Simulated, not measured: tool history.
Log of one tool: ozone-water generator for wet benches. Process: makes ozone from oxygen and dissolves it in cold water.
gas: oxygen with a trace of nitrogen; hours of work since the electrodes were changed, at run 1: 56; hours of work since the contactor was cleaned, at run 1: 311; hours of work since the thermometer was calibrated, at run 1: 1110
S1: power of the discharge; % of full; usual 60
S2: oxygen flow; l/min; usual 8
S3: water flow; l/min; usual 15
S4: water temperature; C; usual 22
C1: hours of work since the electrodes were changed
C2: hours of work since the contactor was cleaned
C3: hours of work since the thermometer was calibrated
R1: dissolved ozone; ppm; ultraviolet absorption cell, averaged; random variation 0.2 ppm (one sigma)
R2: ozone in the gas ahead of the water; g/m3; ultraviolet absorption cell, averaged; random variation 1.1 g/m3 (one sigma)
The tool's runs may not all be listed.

| run | hour | S1 | S2 | S3 | S4 | C1 | C2 | C3 | R1 | R2 |
|---|---|---|---|---|---|---|---|---|---|---|
| 1 | 0 | 60 | 8 | 15 | 22 | 56 | 311 | 1110 | 29.1 | 203 |
| 2 | 26.3 | 60 | 11.43 | 15 | 22 | 79 | 334 | 1133 | 25.8 | 162.4 |
| 3 | 71.1 | 60 | 11.43 | 15 | 22 | 118 | 373 | 1172 | 25.8 | 163.2 |
| 4 | 99.5 | 60 | 11.43 | 15 | 22 | 143 | 398 | 1197 | 25.8 | 161.8 |
| 5 | 149.2 | 60 | 11.43 | 15 | 22 | 186 | 441 | 1241 | 25.7 | 162.3 |
| 6 | 198.1 | 60 | 8 | 15 | 22 | 229 | 484 | 1283 | 28.6 | 202.8 |
| 7 | 228.1 | 60 | 8 | 15 | 22 | 256 | 510 | 1310 | 28.7 | 202 |
| 8 | 271.4 | 66 | 8 | 15 | 22 | 293 | 548 | 1348 | 29.8 | 211.1 |
| 9 | 300.1 | 66 | 9.75 | 15 | 22 | 319 | 573 | 1373 | 28.3 | 184.2 |
| 10 | 333 | 60 | 8 | 15 | 22 | 347 | 602 | 1402 | 29.2 | 201 |
| 11 | 356.3 | 60 | 8 | 15 | 19 | 368 | 622 | 1422 | 30.3 | 202.8 |
| 12 | 378.7 | 60 | 8 | 15 | 22 | 387 | 642 | 1442 | 29 | 199.7 |
| 13 | 417 | 60 | 8 | 15 | 22 | 421 | 676 | 1475 | 28.6 | 201.2 |
| 14 | 458.4 | 60 | 8 | 14 | 22 | 457 | 712 | 1511 | 29.7 | 202.1 |
| 15 | 486.5 | 60 | 8 | 14 | 22 | 482 | 737 | 1536 | 29.6 | 199.6 |
| 16 | 518.5 | 60 | 8 | 14 | 22 | 510 | 765 | 1564 | 29.1 | 202.6 |
| 17 | 570.6 | 60 | 8 | 15 | 22 | 555 | 810 | 1610 | 28.4 | 200.1 |
| 18 | 596.1 | 66 | 10.94 | 16 | 22 | 578 | 832 | 1632 | 26.3 | 173.9 |
| 19 | 632.4 | 47 | 8 | 18 | 17 | 610 | 864 | 1664 | 24.9 | 176.6 |
| 20 | 684.2 | 47 | 8 | 18 | 17 | 655 | 910 | 1709 | 24.8 | 177.3 |
| 21 | 721.6 | 76 | 4.09 | 15 | 22 | 688 | 942 | 1742 | 36.4 | 345.6 |
| 22 | 746.8 | 76 | 4.09 | 15 | 22 | 710 | 964 | 1764 | 36 | 341.9 |
| 23 | 778.9 | 76 | 4.09 | 15 | 22 | 738 | 993 | 1792 | 36.5 | 342.1 |
| 24 | 801.7 | 76 | 4.09 | 15 | 22 | 758 | 1012 | 1812 | 36.3 | 346.8 |
| 25 | 826.7 | 60 | 7.05 | 15 | 22 | 780 | 1034 | 1834 | 29.3 | 215.9 |
| 26 | 852.3 | 52 | 8 | 15 | 25 | 802 | 1057 | 1856 | 24.7 | 185.9 |
| 27 | 884.2 | 69 | 8 | 15 | 16 | 830 | 1085 | 1884 | 34.2 | 213 |
| 28 | 935.4 | 69 | 8 | 15 | 16 | 875 | 1130 | 1929 | 33.7 | 214.7 |
| 29 | 963.5 | 69 | 8 | 15 | 16 | 900 | 1154 | 1954 | 34 | 214.6 |
| 30 | 1016.6 | 77 | 12.61 | 11 | 14 | 946 | 1201 | 2000 | 37.3 | 166.8 |
| 31 | 1056.5 | 77 | 12.61 | 11 | 14 | 981 | 1236 | 2035 | 37.1 | 167.7 |
| 32 | 1103.6 | 47 | 12.61 | 16 | 14 | 1022 | 1277 | 2076 | 24.9 | 132.6 |
| 33 | 1135.2 | 48 | 12.61 | 16 | 19 | 1050 | 1304 | 2104 | 22.4 | 132.5 |
| 34 | 1169.8 | 44 | 6.03 | 16 | 14 | 1080 | 1335 | 2134 | 28.3 | 204 |

Forecast each of these 3 alternatives for the next run:
| A | 1205.6 | 44 | 4.23 | 16 | 14 | 1112 | 1366 | 2166 | ? | ? |
| B | 1205.6 | 60 | 8 | 15 | 27 | 1112 | 1366 | 2166 | ? | ? |
| C | 1205.6 | 44 | 6.03 | 16 | 15 | 1112 | 1366 | 2166 | ? | ? |

| run | R1 | R2 |
|---|---|---|
| A | 29.1 | 253.6 |
| B | 25 | 196.9 |
| C | 27.9 | 200.6 |
Without the tool's hidden state the same runs would have given:
| run | R1 | R2 |
|---|---|---|
| A | 30.7 | 262.9 |
| B | 26.5 | 205.6 |
| C | 29.3 | 207.9 |
